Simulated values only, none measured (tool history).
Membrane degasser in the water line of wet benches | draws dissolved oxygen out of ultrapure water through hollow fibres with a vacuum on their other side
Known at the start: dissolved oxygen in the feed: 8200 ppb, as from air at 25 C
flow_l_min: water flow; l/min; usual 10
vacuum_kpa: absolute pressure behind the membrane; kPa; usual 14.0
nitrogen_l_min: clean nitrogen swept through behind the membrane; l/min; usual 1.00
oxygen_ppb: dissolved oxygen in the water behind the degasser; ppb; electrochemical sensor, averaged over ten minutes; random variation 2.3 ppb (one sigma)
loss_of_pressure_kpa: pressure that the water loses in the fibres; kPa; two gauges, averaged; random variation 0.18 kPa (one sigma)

run,day,flow_l_min,vacuum_kpa,nitrogen_l_min,oxygen_ppb,loss_of_pressure_kpa
1,0.000,10,14.0,1.00,265.2,34.44
2,3.554,10,14.0,1.00,263.4,34.57
3,6.233,10,14.0,1.00,262.1,34.45
4,10.654,10,14.0,1.00,262.2,34.15
5,15.117,10,14.0,1.00,252.9,34.28
6,17.550,10,14.0,1.00,253.5,34.38
7,21.679,12,14.0,0.58,476.3,41.33
8,25.633,10,19.4,1.14,328.8,34.50
9,29.558,6,20.1,1.14,216.9,20.81
10,31.917,15,14.0,1.00,363.9,52.50
11,35.042,9,21.5,0.62,592.3,31.11
12,39.312,10,25.0,0.62,731.4,34.71

Taken out of this log: 3 entries between the listed runs. Where each belongs, and how the hidden state differs across it:
Between runs 4 and 5: seals of the vacuum lines changed (day 12.788)
  membrane still open, %: 99.5 -> 99.4; true pressure behind the membrane over the reading, kPa: 0.04 -> 0.05; air that leaks in behind the membrane, l/min: 0.0176 -> 0.0021
  measured less the result without the state, oxygen_ppb: +10.3 -> +1.3 ppb; loss_of_pressure_kpa: +0.18 -> +0.20 kPa
Between runs 6 and 7: vacuum gauge calibrated (day 17.842)
  membrane still open, %: 99.4 -> 99.3; true pressure behind the membrane over the reading, kPa: 0.05 -> 0.08; air that leaks in behind the membrane, l/min: 0.0022 -> 0.0025
  measured less the result without the state, oxygen_ppb: +1.4 -> +3.8 ppb; loss_of_pressure_kpa: +0.21 -> +0.29 kPa
Between runs 11 and 12: vacuum gauge calibrated, once more (day 39.200)
  membrane still open, %: 99.1 -> 99; true pressure behind the membrane over the reading, kPa: 0.09 -> -0.04; air that leaks in behind the membrane, l/min: 0.0033 -> 0.0035
  measured less the result without the state, oxygen_ppb: +4.8 -> +1.4 ppb; loss_of_pressure_kpa: +0.28 -> +0.33 kPa

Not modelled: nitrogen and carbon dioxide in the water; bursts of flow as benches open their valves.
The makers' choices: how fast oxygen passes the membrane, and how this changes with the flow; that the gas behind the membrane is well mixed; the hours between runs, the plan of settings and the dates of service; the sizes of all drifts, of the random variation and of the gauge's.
